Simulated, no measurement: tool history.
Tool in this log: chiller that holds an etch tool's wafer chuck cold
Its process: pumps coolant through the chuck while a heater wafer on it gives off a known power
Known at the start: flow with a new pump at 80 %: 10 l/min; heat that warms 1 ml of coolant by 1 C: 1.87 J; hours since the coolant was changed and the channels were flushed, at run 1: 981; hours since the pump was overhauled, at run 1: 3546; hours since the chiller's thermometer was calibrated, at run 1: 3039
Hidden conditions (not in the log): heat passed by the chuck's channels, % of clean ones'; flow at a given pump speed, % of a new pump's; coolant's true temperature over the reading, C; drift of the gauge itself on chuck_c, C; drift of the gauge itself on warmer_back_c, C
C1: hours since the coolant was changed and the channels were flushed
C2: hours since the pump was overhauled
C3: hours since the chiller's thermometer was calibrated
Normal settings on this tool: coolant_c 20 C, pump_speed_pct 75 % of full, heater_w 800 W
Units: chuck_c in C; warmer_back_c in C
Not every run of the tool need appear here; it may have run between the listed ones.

Run 1, hour 0: usual settings; C1 981; C2 3546; C3 3039. Result: chuck_c 27.9 C, warmer_back_c 2.89 C.
Run 2, hour 46.7: usual settings; C1 1028; C2 3592; C3 3085. Result: chuck_c 27.7 C, warmer_back_c 2.94 C.
Run 3, hour 94.3: usual settings; C1 1076; C2 3640; C3 3133. Result: chuck_c 27.9 C, warmer_back_c 2.91 C.
Run 4, hour 156.2: usual settings but pump_speed_pct 68 % of full; C1 1137; C2 3702; C3 3195. Result: chuck_c 28.4 C, warmer_back_c 3.24 C.
Run 5, hour 239.6: usual settings; C1 1221; C2 3785; C3 3278. Result: chuck_c 27.7 C, warmer_back_c 2.95 C.
Run 6, hour 319.1: usual settings; C1 1300; C2 3865; C3 3358. Result: chuck_c 27.9 C, warmer_back_c 2.95 C.
Run 7, hour 363.4: usual settings; C1 1345; C2 3909; C3 3402. Result: chuck_c 27.9 C, warmer_back_c 2.94 C.
Run 8, hour 413.5: usual settings but coolant_c 30 C; C1 1395; C2 3959; C3 3452. Result: chuck_c 37.9 C, warmer_back_c 2.96 C.
Run 9, hour 475.3: usual settings but coolant_c 17 C; C1 1457; C2 4021; C3 3514. Result: chuck_c 25 C, warmer_back_c 2.96 C.
Run 10, hour 544.3: usual settings but coolant_c 17 C; C1 1526; C2 4090; C3 3583. Result: chuck_c 24.9 C, warmer_back_c 2.99 C.
Run 11, hour 631.8: usual settings but coolant_c 17 C; C1 1613; C2 4177; C3 3670. Result: chuck_c 24.9 C, warmer_back_c 2.99 C.
Run 12, hour 667.5: usual settings; C1 1649; C2 4213; C3 3706. Result: chuck_c 28 C, warmer_back_c 2.88 C.
Run 13, hour 740.3: usual settings; C1 1722; C2 4286; C3 3779. Result: chuck_c 27.8 C, warmer_back_c 2.97 C.
Run 14, hour 815.5: usual settings; C1 1797; C2 4361; C3 3854. Result: chuck_c 27.9 C, warmer_back_c 3 C.
Run 15, hour 892.3: usual settings but pump_speed_pct 94 % of full; C1 1874; C2 4438; C3 3931. Result: chuck_c 26.4 C, warmer_back_c 2.36 C.
Run 16, hour 946.1: usual settings but coolant_c 13 C, pump_speed_pct 94 % of full; C1 1927; C2 4492; C3 3985. Result: chuck_c 19.3 C, warmer_back_c 2.37 C.
Run 17, hour 1000.7: usual settings but pump_speed_pct 98 % of full; C1 1982; C2 4546; C3 4039. Result: chuck_c 26.3 C, warmer_back_c 2.3 C.
Run 18, hour 1080.3: usual settings but coolant_c 14 C, pump_speed_pct 93 % of full, heater_w 705 W; C1 2062; C2 4626; C3 4119. Result: chuck_c 19.6 C, warmer_back_c 2.11 C.
Run 19, hour 1121.4: usual settings but coolant_c 30 C, heater_w 741 W; C1 2103; C2 4667; C3 4160. Result: chuck_c 37.4 C, warmer_back_c 2.78 C.
Run 20, hour 1166.5: usual settings but coolant_c 22 C, pump_speed_pct 62 % of full, heater_w 409 W; C1 2148; C2 4712; C3 4205. Result: chuck_c 27.1 C, warmer_back_c 1.88 C.
Run 21, hour 1255.1: usual settings but coolant_c 24 C, pump_speed_pct 71 % of full, heater_w 1133 W; C1 2236; C2 4801; C3 4294. Result: chuck_c 36.1 C, warmer_back_c 4.46 C.
Run 22, hour 1302: usual settings but pump_speed_pct 96 % of full, heater_w 1072 W; C1 2283; C2 4848; C3 4341. Result: chuck_c 28.8 C, warmer_back_c 3.11 C.
Run 23, hour 1386.1: usual settings but pump_speed_pct 96 % of full, heater_w 964 W; C1 2367; C2 4932; C3 4425. Result: chuck_c 27.8 C, warmer_back_c 2.91 C.
Run 24, hour 1444.2: usual settings but coolant_c 16 C, heater_w 1191 W; C1 2426; C2 4990; C3 4483. Result: chuck_c 28.1 C, warmer_back_c 4.51 C.
Run 25, hour 1532.8: usual settings but coolant_c 11 C, pump_speed_pct 65 % of full, heater_w 1112 W; C1 2514; C2 5078; C3 4571. Result: chuck_c 24 C, warmer_back_c 4.83 C.
Run 26, hour 1614.7: usual settings but coolant_c 11 C, pump_speed_pct 65 % of full, heater_w 1112 W; C1 2596; C2 5160; C3 4653. Result: chuck_c 24.1 C, warmer_back_c 4.91 C.
Run 27, hour 1698.7: usual settings but coolant_c 11 C, pump_speed_pct 65 % of full, heater_w 1112 W; C1 2680; C2 5244; C3 4737. Result: chuck_c 24.1 C, warmer_back_c 4.87 C.
Run 28, hour 1770.3: usual settings but coolant_c 16 C, pump_speed_pct 85 % of full, heater_w 875 W; C1 2752; C2 5316; C3 4809. Result: chuck_c 23.9 C, warmer_back_c 2.9 C.
Run 29, hour 1850.5: usual settings but coolant_c 11 C, pump_speed_pct 79 % of full, heater_w 1191 W; C1 2832; C2 5396; C3 4889. Result: chuck_c 22.9 C, warmer_back_c 4.3 C.
Run 30, hour 1903.3: usual settings but pump_speed_pct 91 % of full, heater_w 513 W; C1 2885; C2 5449; C3 4942. Result: chuck_c 24.3 C, warmer_back_c 1.57 C.
Run 31, hour 1991.7: usual settings but pump_speed_pct 91 % of full, heater_w 513 W; C1 2973; C2 5537; C3 5030. Result: chuck_c 24.3 C, warmer_back_c 1.63 C.
At hour 2067.3: chiller's thermometer calibrated.
Run 32, hour 2067.3: usual settings but coolant_c 14 C, heater_w 766 W; C1 3048; C2 5612; C3 0. Result: chuck_c 22.1 C, warmer_back_c 2.88 C.

Branching from run 32: 4 alternative next runs. What would each branch give?
Run A, hour 2144: usual settings but heater_w 1086 W; C1 3124; C2 5689; C3 77. Result: chuck_c ?, warmer_back_c ?.
Run B, hour 2144: usual settings but coolant_c 11 C, pump_speed_pct 94 % of full, heater_w 727 W; C1 3124; C2 5689; C3 77. Result: chuck_c ?, warmer_back_c ?.
Run C, hour 2144: usual settings but pump_speed_pct 92 % of full, heater_w 791 W; C1 3124; C2 5689; C3 77. Result: chuck_c ?, warmer_back_c ?.
Run D, hour 2144: usual settings but coolant_c 21 C, heater_w 468 W; C1 3124; C2 5689; C3 77. Result: chuck_c ?, warmer_back_c ?.

run  chuck_c  warmer_back_c
  A     31.6           4.21
  B     17.5            2.2
  C     27.1           2.46
  D       26           1.81
Without the tool's unlogged condition, the same runs would have read:
run  chuck_c  warmer_back_c
  A     29.9           3.79
  B     16.5           1.97
  C     26.1           2.21
  D     25.3           1.63
